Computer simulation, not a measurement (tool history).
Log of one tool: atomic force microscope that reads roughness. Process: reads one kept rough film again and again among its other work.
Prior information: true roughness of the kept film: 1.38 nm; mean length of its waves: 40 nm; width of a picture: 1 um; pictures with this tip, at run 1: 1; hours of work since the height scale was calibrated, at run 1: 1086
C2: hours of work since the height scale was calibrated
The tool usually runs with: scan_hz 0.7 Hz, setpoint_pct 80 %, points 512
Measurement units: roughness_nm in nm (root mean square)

run 1 hour=0 | scan_hz=0.7 setpoint_pct=80 points=512 | pictures_with_this_tip=1 C2=1086 | roughness_nm=1.261
run 2 hour=63.1 | scan_hz=0.7 setpoint_pct=80 points=512 | pictures_with_this_tip=65 C2=1116 | roughness_nm=1.231
run 3 hour=116.3 | scan_hz=3.301 setpoint_pct=80 points=512 | pictures_with_this_tip=119 C2=1141 | roughness_nm=0.973
run 4 hour=145.5 | scan_hz=3.301 setpoint_pct=80 points=512 | pictures_with_this_tip=149 C2=1155 | roughness_nm=0.954
run 5 hour=208.6 | scan_hz=0.7 setpoint_pct=80 points=512 | pictures_with_this_tip=213 C2=1184 | roughness_nm=1.216
run 6 hour=252.4 | scan_hz=0.7 setpoint_pct=80 points=442 | pictures_with_this_tip=258 C2=1205 | roughness_nm=1.211
-- hour=301.1 new tip fitted
run 7 hour=307.2 | scan_hz=0.7 setpoint_pct=80 points=442 | pictures_with_this_tip=6 C2=1231 | roughness_nm=1.267
run 8 hour=338.9 | scan_hz=0.7 setpoint_pct=81 points=442 | pictures_with_this_tip=38 C2=1246 | roughness_nm=1.248
run 9 hour=393.6 | scan_hz=0.7 setpoint_pct=81 points=442 | pictures_with_this_tip=94 C2=1272 | roughness_nm=1.232
run 10 hour=460.8 | scan_hz=0.7 setpoint_pct=80 points=512 | pictures_with_this_tip=162 C2=1304 | roughness_nm=1.232
run 11 hour=493.5 | scan_hz=0.7 setpoint_pct=80 points=512 | pictures_with_this_tip=196 C2=1319 | roughness_nm=1.235
run 12 hour=528.3 | scan_hz=0.7 setpoint_pct=80 points=512 | pictures_with_this_tip=231 C2=1336 | roughness_nm=1.218
run 13 hour=593.4 | scan_hz=0.7 setpoint_pct=80 points=512 | pictures_with_this_tip=297 C2=1367 | roughness_nm=1.206
-- hour=604.5 new tip fitted
run 14 hour=660.6 | scan_hz=0.7 setpoint_pct=80 points=512 | pictures_with_this_tip=57 C2=1398 | roughness_nm=1.244
run 15 hour=728.8 | scan_hz=0.7 setpoint_pct=80 points=512 | pictures_with_this_tip=127 C2=1430 | roughness_nm=1.245
run 16 hour=784.3 | scan_hz=0.7 setpoint_pct=80 points=913 | pictures_with_this_tip=183 C2=1457 | roughness_nm=1.23
run 17 hour=837 | scan_hz=0.7 setpoint_pct=80 points=913 | pictures_with_this_tip=237 C2=1482 | roughness_nm=1.228
run 18 hour=871.4 | scan_hz=0.7 setpoint_pct=80 points=913 | pictures_with_this_tip=272 C2=1498 | roughness_nm=1.208
run 19 hour=900.5 | scan_hz=0.7 setpoint_pct=80 points=512 | pictures_with_this_tip=301 C2=1512 | roughness_nm=1.216
-- hour=905.6 new tip fitted
run 20 hour=965.6 | scan_hz=0.7 setpoint_pct=80 points=512 | pictures_with_this_tip=61 C2=1542 | roughness_nm=1.256
run 21 hour=1019 | scan_hz=1.858 setpoint_pct=81 points=271 | pictures_with_this_tip=115 C2=1568 | roughness_nm=1.081
run 22 hour=1055.9 | scan_hz=1.858 setpoint_pct=81 points=271 | pictures_with_this_tip=153 C2=1585 | roughness_nm=1.091
run 23 hour=1106.5 | scan_hz=0.569 setpoint_pct=66 points=507 | pictures_with_this_tip=204 C2=1609 | roughness_nm=1.289
run 24 hour=1154.2 | scan_hz=2.31 setpoint_pct=80 points=505 | pictures_with_this_tip=253 C2=1632 | roughness_nm=1.038
run 25 hour=1185.2 | scan_hz=0.731 setpoint_pct=80 points=592 | pictures_with_this_tip=285 C2=1647 | roughness_nm=1.211
-- hour=1206.3 new tip fitted
run 26 hour=1249.8 | scan_hz=2.08 setpoint_pct=66 points=592 | pictures_with_this_tip=44 C2=1677 | roughness_nm=1.216
run 27 hour=1308.2 | scan_hz=1.102 setpoint_pct=55 points=934 | pictures_with_this_tip=103 C2=1705 | roughness_nm=1.308
run 28 hour=1344.6 | scan_hz=0.539 setpoint_pct=80 points=381 | pictures_with_this_tip=140 C2=1722 | roughness_nm=1.258
run 29 hour=1395.3 | scan_hz=0.539 setpoint_pct=80 points=381 | pictures_with_this_tip=192 C2=1746 | roughness_nm=1.249
run 30 hour=1459.5 | scan_hz=0.539 setpoint_pct=80 points=381 | pictures_with_this_tip=257 C2=1776 | roughness_nm=1.243
run 31 hour=1492.9 | scan_hz=0.575 setpoint_pct=80 points=321 | pictures_with_this_tip=291 C2=1792 | roughness_nm=1.226
-- hour=1509.1 new tip fitted
run 32 hour=1537.4 | scan_hz=1.998 setpoint_pct=85 points=512 | pictures_with_this_tip=29 C2=1813 | roughness_nm=1.049
run 33 hour=1579.5 | scan_hz=0.7 setpoint_pct=69 points=474 | pictures_with_this_tip=72 C2=1833 | roughness_nm=1.287
run 34 hour=1630.6 | scan_hz=0.7 setpoint_pct=87 points=474 | pictures_with_this_tip=124 C2=1857 | roughness_nm=1.209
run 35 hour=1661.8 | scan_hz=1.798 setpoint_pct=77 points=512 | pictures_with_this_tip=156 C2=1872 | roughness_nm=1.139
run 36 hour=1723.3 | scan_hz=1.798 setpoint_pct=77 points=512 | pictures_with_this_tip=218 C2=1901 | roughness_nm=1.13
run 37 hour=1788.5 | scan_hz=0.7 setpoint_pct=55 points=512 | pictures_with_this_tip=284 C2=1932 | roughness_nm=1.289
-- hour=1811.7 new tip fitted
run 38 hour=1856 | scan_hz=0.7 setpoint_pct=80 points=819 | pictures_with_this_tip=45 C2=1964 | roughness_nm=1.264
run 39 hour=1912.4 | scan_hz=0.829 setpoint_pct=80 points=261 | pictures_with_this_tip=102 C2=1990 | roughness_nm=1.224

Some steps in roughness_nm between neighbouring runs. How much of each would the tool show without its hidden state too (settings, what came in, random variation), and how much is left for the hidden state, with any gauge scatter that isn't in both results?
Hidden state at play: radius of the tip, nm; height scale over the true one, %; drift of the gauge itself on roughness_nm, %.
Run 2 -> 3: scan_hz 0.7 -> 3.301. roughness_nm -0.258 nm (root mean square): hidden state -0.006, all else -0.252.
Run 4 -> 5: scan_hz 3.301 -> 0.7. roughness_nm +0.262 nm (root mean square): hidden state -0.015, all else +0.277.
Run 6 -> 7: new tip fitted. roughness_nm +0.056 nm (root mean square): hidden state +0.044, all else +0.012.
Run 13 -> 14: new tip fitted. roughness_nm +0.038 nm (root mean square): hidden state +0.041, all else -0.003.
Run 23 -> 24: scan_hz 0.569 -> 2.31, setpoint_pct 66 -> 80, points 507 -> 505. roughness_nm -0.251 nm (root mean square): hidden state -0.002, all else -0.249.
Run 31 -> 32: scan_hz 0.575 -> 1.998, setpoint_pct 80 -> 85, points 321 -> 512, new tip fitted. roughness_nm -0.177 nm (root mean square): hidden state +0.043, all else -0.22.
